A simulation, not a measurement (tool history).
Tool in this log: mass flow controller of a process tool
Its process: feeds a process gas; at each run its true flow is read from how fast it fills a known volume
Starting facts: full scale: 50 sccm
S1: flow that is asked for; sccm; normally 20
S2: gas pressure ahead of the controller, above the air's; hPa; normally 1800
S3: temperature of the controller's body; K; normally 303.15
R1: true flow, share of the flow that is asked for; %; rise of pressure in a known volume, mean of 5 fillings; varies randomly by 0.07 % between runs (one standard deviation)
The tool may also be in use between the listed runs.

run    hour  S1    S2      S3      R1
  1     0.0  20  1800  303.15   99.59
  2   140.1   8  1800  303.15   99.57
  3   261.5   8  1800  303.15   99.57
  4   362.0  20  1800  303.15   99.75
  5   477.0  20  1800  300.15   99.61
  6   612.6  20  1800  299.15   99.42
      627.2  -- controller's zero set anew
  7   733.1  20  1800  299.15   99.65
  8   874.0  10  2370  303.15  100.40
  9   941.6  29  2540  304.15  100.53
 10  1081.2  12  2300  311.15  100.67
 11  1239.5  12  2300  311.15  100.54

What if the next run were any one of these 4? Each begins from the tool's condition after run 11:
     1261.4  -- controller's zero set anew, once more
  A  1390.1  12  2610  301.15   ?
     1261.4  -- controller's zero set anew, once more
  B  1390.1  20  2320  301.15   ?
     1261.4  -- controller's zero set anew, once more
  C  1390.1  30  2190  311.15   ?
     1261.4  -- controller's zero set anew, once more
  D  1390.1   7  2690  305.15   ?

run      R1
  A   99.88
  B  100.09
  C  100.54
  D  100.13
With the hidden condition removed and each run's random variation left untouched, the same runs would have given:
run      R1
  A   99.42
  B   99.66
  C  100.13
  D   99.60
